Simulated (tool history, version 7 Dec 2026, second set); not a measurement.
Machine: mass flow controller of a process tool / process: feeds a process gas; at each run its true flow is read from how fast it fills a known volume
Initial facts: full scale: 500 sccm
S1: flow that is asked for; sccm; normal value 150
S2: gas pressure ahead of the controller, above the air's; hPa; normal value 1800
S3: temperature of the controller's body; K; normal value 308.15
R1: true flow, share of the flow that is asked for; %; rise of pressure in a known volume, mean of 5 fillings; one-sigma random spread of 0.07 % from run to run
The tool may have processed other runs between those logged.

run    hour   S1    S2      S3      R1
  1     0.0  150  1800  308.15   98.91
  2   531.8  148  1800  308.15   99.08
  3   755.2  150  1800  302.15   98.68
  4  1108.3  150  1800  302.15   98.78
  5  1521.3  150  1800  308.15   99.08
  6  1939.6  150  1800  308.15   99.23
  7  2429.5  150  1970  308.15   99.46
  8  2701.3  150  1970  308.15   99.47
  9  3126.2  150  2580  308.15   99.76
 10  3505.5  203  1800  308.15   99.81
 11  3764.2  203  1800  308.15   99.88
 12  4157.3  203  1800  308.15   99.77
 13  4700.3  203  1800  308.15   99.98
 14  5182.0  310  2380  305.15  100.47
 15  5414.1  310  2380  305.15  100.54
 16  5883.2  310  2380  305.15  100.60
 17  6436.7   98  2420  296.15   99.22
 18  6976.7   95  1800  308.15   99.91
     7143.7  -- controller's zero set anew
 19  7370.4  122  1880  295.15   99.19
 20  7669.4  183  1800  307.15  100.43

For some of the steps in R1 from one run to the next: how much would appear even if the tool had no hidden state, given the settings, what came in and random variation, and how much remains for the hidden state plus any gauge scatter that the measured result and the result without hidden state don't share?
The hidden state here: flow at rest that the sensor doesn't see, % of full scale; true flow over the shown one, %; drift of the gauge itself on true_pct, %.
Run 12 -> 13: no setting touched and nothing written in the log between the runs. R1 +0.21 %: hidden state +0.09, all else +0.12.
Run 16 -> 17: S1 310 -> 98, S2 2380 -> 2420, S3 305.15 -> 296.15. R1 -1.38 %: hidden state +0.05, all else -1.43.
Run 17 -> 18: S1 98 -> 95, S2 2420 -> 1800, S3 296.15 -> 308.15. R1 +0.69 %: hidden state +0.09, all else +0.60.
Run 19 -> 20: S1 122 -> 183, S2 1880 -> 1800, S3 295.15 -> 307.15. R1 +1.24 %: hidden state +0.06, all else +1.18.
